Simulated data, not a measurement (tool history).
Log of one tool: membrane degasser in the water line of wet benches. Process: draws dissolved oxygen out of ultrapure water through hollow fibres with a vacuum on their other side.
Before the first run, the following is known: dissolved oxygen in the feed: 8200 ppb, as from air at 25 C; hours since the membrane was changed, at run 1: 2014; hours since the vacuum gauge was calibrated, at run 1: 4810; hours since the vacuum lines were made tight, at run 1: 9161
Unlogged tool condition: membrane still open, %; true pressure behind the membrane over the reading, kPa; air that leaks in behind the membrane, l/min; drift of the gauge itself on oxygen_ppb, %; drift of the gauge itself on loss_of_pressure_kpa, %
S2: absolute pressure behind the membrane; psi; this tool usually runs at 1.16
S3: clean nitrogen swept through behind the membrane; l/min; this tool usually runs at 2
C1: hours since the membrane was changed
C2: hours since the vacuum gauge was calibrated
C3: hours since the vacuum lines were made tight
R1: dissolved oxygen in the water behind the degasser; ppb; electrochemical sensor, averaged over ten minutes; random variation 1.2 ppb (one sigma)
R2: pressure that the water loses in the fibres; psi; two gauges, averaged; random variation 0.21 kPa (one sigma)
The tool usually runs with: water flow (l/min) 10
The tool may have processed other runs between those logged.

Run 1, hour 0: usual settings; C1 2014; C2 4810; C3 9161. Result: R1 122.1 ppb, R2 7.406 psi.
Run 2, hour 33.7: usual settings; C1 2047; C2 4844; C3 9195. Result: R1 121.2 ppb, R2 7.406 psi.
Run 3, hour 81.3: usual settings; C1 2095; C2 4891; C3 9243. Result: R1 120.9 ppb, R2 7.348 psi.
Run 4, hour 116.1: usual settings; C1 2130; C2 4926; C3 9277. Result: R1 122.2 ppb, R2 7.414 psi.
Run 5, hour 156.5: usual settings; C1 2170; C2 4967; C3 9318. Result: R1 123 ppb, R2 7.401 psi.
Run 6, hour 185.2: usual settings; C1 2199; C2 4995; C3 9346. Result: R1 123.2 ppb, R2 7.404 psi.
Run 7, hour 213.3: usual settings; C1 2227; C2 5023; C3 9375. Result: R1 124.5 ppb, R2 7.368 psi.
Run 8, hour 255.5: usual settings but S3 0.94 l/min; C1 2269; C2 5066; C3 9417. Result: R1 185.9 ppb, R2 7.458 psi.
Run 9, hour 285.8: usual settings but S3 0.94 l/min; C1 2299; C2 5096; C3 9447. Result: R1 185.9 ppb, R2 7.375 psi.
At hour 291.3: vacuum gauge calibrated.
Run 10, hour 309.6: usual settings but S3 1.19 l/min; C1 2323; C2 18; C3 9470. Result: R1 161.3 ppb, R2 7.381 psi.
Run 11, hour 363.7: usual settings; C1 2377; C2 72; C3 9525. Result: R1 121.7 ppb, R2 7.459 psi.
Run 12, hour 418.9: usual settings but S3 1.2 l/min; C1 2432; C2 128; C3 9580. Result: R1 160.1 ppb, R2 7.411 psi.
Run 13, hour 456.7: usual settings but S3 1.2 l/min; C1 2470; C2 165; C3 9617. Result: R1 159.5 ppb, R2 7.397 psi.
Run 14, hour 489.3: usual settings; C1 2502; C2 198; C3 9650. Result: R1 124.3 ppb, R2 7.424 psi.
Run 15, hour 534.4: usual settings; C1 2547; C2 243; C3 9695. Result: R1 123.7 ppb, R2 7.43 psi.
At hour 553.8: vacuum gauge calibrated, once more.
Run 16, hour 578: usual settings but water flow (l/min) 13; C1 2591; C2 24; C3 9738. Result: R1 219.7 ppb, R2 9.593 psi.
Run 17, hour 619.7: usual settings but water flow (l/min) 13; C1 2632; C2 66; C3 9780. Result: R1 218.5 ppb, R2 9.631 psi.
Run 18, hour 643.7: usual settings but water flow (l/min) 14, S2 1.462 psi, S3 2.84 l/min; C1 2656; C2 90; C3 9804. Result: R1 266.1 ppb, R2 10.346 psi.
Run 19, hour 670.1: usual settings but water flow (l/min) 14, S2 1.462 psi, S3 2.84 l/min; C1 2683; C2 116; C3 9830. Result: R1 262.2 ppb, R2 10.424 psi.
Run 20, hour 717.2: usual settings but water flow (l/min) 11, S2 1.733 psi, S3 0.91 l/min; C1 2730; C2 163; C3 9877. Result: R1 321.7 ppb, R2 8.179 psi.
Run 21, hour 764.5: usual settings but water flow (l/min) 11, S2 1.733 psi, S3 0.91 l/min; C1 2777; C2 211; C3 9925. Result: R1 331.4 ppb, R2 8.195 psi.
Run 22, hour 796.2: usual settings but water flow (l/min) 12, S3 1.94 l/min; C1 2809; C2 242; C3 9956. Result: R1 183 ppb, R2 8.93 psi.
Run 23, hour 852.1: usual settings but water flow (l/min) 12, S3 1.94 l/min; C1 2865; C2 298; C3 10012. Result: R1 187.3 ppb, R2 8.937 psi.
Run 24, hour 908.7: usual settings but water flow (l/min) 8, S2 1.581 psi; C1 2921; C2 355; C3 10069. Result: R1 103.3 ppb, R2 5.944 psi.
Run 25, hour 964.7: usual settings but water flow (l/min) 8, S2 1.581 psi; C1 2977; C2 411; C3 10125. Result: R1 101.6 ppb, R2 5.925 psi.
Run 26, hour 998.1: usual settings but S2 1.738 psi; C1 3011; C2 444; C3 10158. Result: R1 169.5 ppb, R2 7.469 psi.
Run 27, hour 1044.7: usual settings but water flow (l/min) 12, S3 5.68 l/min; C1 3057; C2 491; C3 10205. Result: R1 141.2 ppb, R2 8.971 psi.
Run 28, hour 1092.2: usual settings but water flow (l/min) 12, S3 5.68 l/min; C1 3105; C2 538; C3 10252. Result: R1 142.7 ppb, R2 8.975 psi.
Run 29, hour 1135.7: usual settings but water flow (l/min) 14, S2 1.252 psi, S3 1.03 l/min; C1 3148; C2 582; C3 10296. Result: R1 338.9 ppb, R2 10.464 psi.
Run 30, hour 1174.1: usual settings but water flow (l/min) 8, S2 0.866 psi, S3 1.82 l/min; C1 3187; C2 620; C3 10334. Result: R1 57 ppb, R2 5.935 psi.
Run 31, hour 1217.7: usual settings but water flow (l/min) 12, S2 1.463 psi, S3 4.18 l/min; C1 3230; C2 664; C3 10378. Result: R1 165.3 ppb, R2 8.962 psi.
Run 32, hour 1271.6: usual settings but water flow (l/min) 12, S2 1.463 psi, S3 4.18 l/min; C1 3284; C2 718; C3 10432. Result: R1 163.9 ppb, R2 8.92 psi.

Consider 4 possible next runs. They are alternatives, not a sequence: every one starts from the tool as it was left by run 32. What does each give?
Run A, hour 1324.9: usual settings but water flow (l/min) 15, S2 1.79 psi, S3 3.72 l/min; C1 3337; C2 771; C3 10485. Result: R1 ?, R2 ?.
Run B, hour 1324.9: usual settings but water flow (l/min) 12, S2 1.463 psi, S3 0.95 l/min; C1 3337; C2 771; C3 10485. Result: R1 ?, R2 ?.
Run C, hour 1324.9: usual settings but S3 1.36 l/min; C1 3337; C2 771; C3 10485. Result: R1 ?, R2 ?.
Run D, hour 1324.9: usual settings but S2 1.669 psi, S3 0.92 l/min; C1 3337; C2 771; C3 10485. Result: R1 ?, R2 ?.

run     R1      R2
  A  311.7  11.227
  B  317.7    8.94
  C  147.9   7.459
  D  266.6   7.484
Take away the tool's hidden state, keep each run's random variation, and the runs would have read:
run     R1      R2
  A  293.2  10.985
  B    304   8.746
  C  139.4   7.298
  D  256.4   7.323
